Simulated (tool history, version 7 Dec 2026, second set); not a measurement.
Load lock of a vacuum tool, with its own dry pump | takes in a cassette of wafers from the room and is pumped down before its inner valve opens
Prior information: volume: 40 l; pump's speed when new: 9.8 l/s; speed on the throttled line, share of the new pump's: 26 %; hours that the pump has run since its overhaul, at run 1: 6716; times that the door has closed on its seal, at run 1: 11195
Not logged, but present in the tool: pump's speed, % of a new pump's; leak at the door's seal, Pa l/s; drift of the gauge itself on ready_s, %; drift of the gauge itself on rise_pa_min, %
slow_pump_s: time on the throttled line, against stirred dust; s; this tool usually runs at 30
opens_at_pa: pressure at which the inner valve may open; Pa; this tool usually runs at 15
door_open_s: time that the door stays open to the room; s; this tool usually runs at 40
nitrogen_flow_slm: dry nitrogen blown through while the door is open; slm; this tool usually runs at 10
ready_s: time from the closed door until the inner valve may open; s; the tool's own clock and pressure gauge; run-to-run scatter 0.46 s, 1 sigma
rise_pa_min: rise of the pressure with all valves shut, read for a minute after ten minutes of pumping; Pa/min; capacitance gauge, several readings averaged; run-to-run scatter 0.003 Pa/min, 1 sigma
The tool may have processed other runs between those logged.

run,day,slow_pump_s,opens_at_pa,door_open_s,nitrogen_flow_slm,hours that the pump has run since its overhaul,times that the door has closed on its seal,"incoming humidity of the room's air, %",ready_s,rise_pa_min
1,0,30,15,40,10,6716,11195,45.8,61.1,0.102
2,4.129,30,15,40,10,6816,11327,43,60.8,0.099
3,11.354,30,15,40,10,6989,11559,46.6,60.4,0.107
4,18.946,30,15,40,10,7171,11803,47,60.8,0.113
5,23.429,30,25,40,10,7279,11947,42,59.8,0.112
6,30.729,30,15,40,28,7454,12182,43.8,61.3,0.098
7,38.575,30,15,40,10,7642,12434,46.1,61.8,0.123
8,44.783,30,15,40,10,7791,12633,48.5,61.7,0.118
9,49.658,30,15,40,10,7908,12790,40.5,61.6,0.116
10,55.254,44,12,32,22,8043,12969,44.3,72.4,0.108
11,61.546,44,12,32,22,8194,13171,48.2,72.2,0.116
12,68.446,17,15,30,10,8359,13393,43,53.1,0.12
13,73.921,42,21,40,25,8491,13569,40.7,68.6,0.12
14,80.012,30,16,40,28,8637,13765,47.1,61.2,0.12
15,85.404,27,15,40,20,8766,13938,47.3,59.3,0.125
16,92.25,27,15,40,20,8930,14158,45.3,59.9,0.123

Alternative continuations, all from the tool just after run 16; predict every row:
A,100.167,27,19,40,20,9120,14412,46,?,?
B,100.167,30,15,109,10,9120,14412,46.1,?,?
C,100.167,30,11,103,16,9120,14412,45.3,?,?
D,100.167,27,15,40,23,9120,14412,44.5,?,?
E,100.167,30,15,40,22,9120,14412,41.8,?,?

run,ready_s,rise_pa_min
A,59.4,0.13
B,62.5,0.164
C,63.8,0.145
D,61.1,0.13
E,61.7,0.126
Had the tool no hidden state, the same runs would have come out as:
run,ready_s,rise_pa_min
A,55.4,0.022
B,58.6,0.054
C,59.6,0.036
D,57,0.019
E,57.8,0.014

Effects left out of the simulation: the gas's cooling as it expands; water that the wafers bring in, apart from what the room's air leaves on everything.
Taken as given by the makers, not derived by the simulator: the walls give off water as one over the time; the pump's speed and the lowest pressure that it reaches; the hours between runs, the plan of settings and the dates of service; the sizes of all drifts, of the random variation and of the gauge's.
